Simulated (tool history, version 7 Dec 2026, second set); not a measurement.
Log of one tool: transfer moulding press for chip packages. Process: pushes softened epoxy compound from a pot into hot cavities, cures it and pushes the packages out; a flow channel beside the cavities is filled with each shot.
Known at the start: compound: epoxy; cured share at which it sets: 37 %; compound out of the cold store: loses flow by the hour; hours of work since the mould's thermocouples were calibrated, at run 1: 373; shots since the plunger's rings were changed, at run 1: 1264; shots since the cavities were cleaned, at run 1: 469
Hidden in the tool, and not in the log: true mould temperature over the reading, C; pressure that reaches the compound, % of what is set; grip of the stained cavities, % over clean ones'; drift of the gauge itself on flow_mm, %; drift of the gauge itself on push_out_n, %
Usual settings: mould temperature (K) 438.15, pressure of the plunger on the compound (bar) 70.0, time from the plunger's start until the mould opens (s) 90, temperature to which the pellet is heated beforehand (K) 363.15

run	hour	mould temperature (K)	pressure of the plunger on the compound (bar)	time from the plunger's start until the mould opens (s)	temperature to which the pellet is heated beforehand (K)	hours of work since the mould's thermocouples were calibrated	shots since the plunger's rings were changed	shots since the cavities were cleaned	incoming compound's hours out of the cold store	length that the compound runs in the flow channel (mm)	greatest force on the pins that push the packages out (N)
1	0.0	438.15	70.0	90	363.15	373	1264	469	39.5	728	487
2	43.1	438.15	70.0	90	363.15	403	1807	1012	25.8	761	541
# hour 51.5: cavities cleaned with cleaning compound and waxed
3	75.3	438.15	70.0	90	363.15	424	2193	300	21.2	785	477
4	116.7	438.15	70.0	90	357.15	453	2715	822	43.2	703	544
# hour 138.8: cavities cleaned with cleaning compound and waxed
5	152.4	438.15	70.0	90	357.15	477	3145	171	12.2	811	405
6	189.9	438.15	70.0	90	357.15	504	3618	644	18.7	774	518
# hour 226.8: cavities cleaned with cleaning compound and waxed
7	232.3	438.15	70.0	90	357.15	532	4132	69	44.4	687	346
8	264.1	438.15	70.0	90	363.15	555	4533	470	11.8	792	516
# hour 274.4: plunger's sealing rings changed
# hour 315.1: cavities cleaned with cleaning compound and waxed
9	315.1	438.15	70.0	90	363.15	588	494	0	18.1	816	279
10	341.8	438.15	58.3	90	363.15	606	830	336	39.7	664	419
11	388.4	438.15	58.3	90	363.15	639	1417	923	9.3	762	525
# hour 402.8: cavities cleaned with cleaning compound and waxed
12	442.8	438.15	58.3	90	363.15	676	2084	504	35.2	672	478
# hour 489.0: cavities cleaned with cleaning compound and waxed
13	496.8	438.15	70.0	90	363.15	713	2745	99	31.5	744	337
# hour 520.0: mould's thermocouples calibrated
14	530.3	438.15	70.0	91	363.15	7	3140	494	41.0	711	499
15	565.2	438.15	70.0	97	363.15	32	3581	935	46.9	689	490
# hour 578.3: cavities cleaned with cleaning compound and waxed
16	617.4	432.15	70.0	97	357.15	67	4218	492	16.0	806	711
17	645.4	443.15	68.9	87	354.15	87	4571	845	19.6	748	472
# hour 651.9: plunger's sealing rings changed
# hour 666.9: cavities cleaned with cleaning compound and waxed
18	699.0	438.15	68.5	71	363.15	122	573	403	13.2	826	864
19	745.3	438.15	68.5	71	363.15	154	1156	986	36.6	737	898
# hour 754.6: cavities cleaned with cleaning compound and waxed
20	781.8	430.15	61.1	119	360.15	179	1598	343	36.1	715	448
21	833.7	430.15	61.1	119	360.15	215	2251	996	15.7	784	577
# hour 842.8: cavities cleaned with cleaning compound and waxed
22	888.6	430.15	61.1	119	360.15	252	2924	578	45.3	676	503
23	924.0	430.15	61.1	119	360.15	277	3368	1022	24.3	732	540
# hour 930.4: cavities cleaned with cleaning compound and waxed
24	977.1	430.15	61.1	119	360.15	313	4018	587	40.0	672	490
# hour 1019.0: cavities cleaned with cleaning compound and waxed
25	1025.2	433.15	54.6	73	362.15	346	4605	78	19.8	686	787
# hour 1030.6: plunger's sealing rings changed
26	1075.4	433.15	54.6	73	362.15	379	565	680	19.0	730	1204
# hour 1108.8: cavities cleaned with cleaning compound and waxed
27	1124.4	436.15	70.0	87	370.15	413	1162	196	38.0	740	465
28	1166.0	433.15	60.8	76	370.15	442	1685	719	33.9	711	991

3 ways to go on from here, each from the tool as it stands after run 28. What would each give?
# hour 1197.5: cavities cleaned with cleaning compound and waxed
A	1209.0	442.15	57.2	73	370.15	471	2208	144	41.2	?	?
# hour 1197.5: cavities cleaned with cleaning compound and waxed
B	1209.0	436.15	54.8	76	372.15	471	2208	144	10.0	?	?
# hour 1197.5: cavities cleaned with cleaning compound and waxed
C	1209.0	437.15	61.2	114	363.15	471	2208	144	33.9	?	?

run	length that the compound runs in the flow channel (mm)	greatest force on the pins that push the packages out (N)
A	632	419
B	744	613
C	686	289
Without the tool's hidden state the same runs would have given:
run	length that the compound runs in the flow channel (mm)	greatest force on the pins that push the packages out (N)
A	654	331
B	770	492
C	710	219
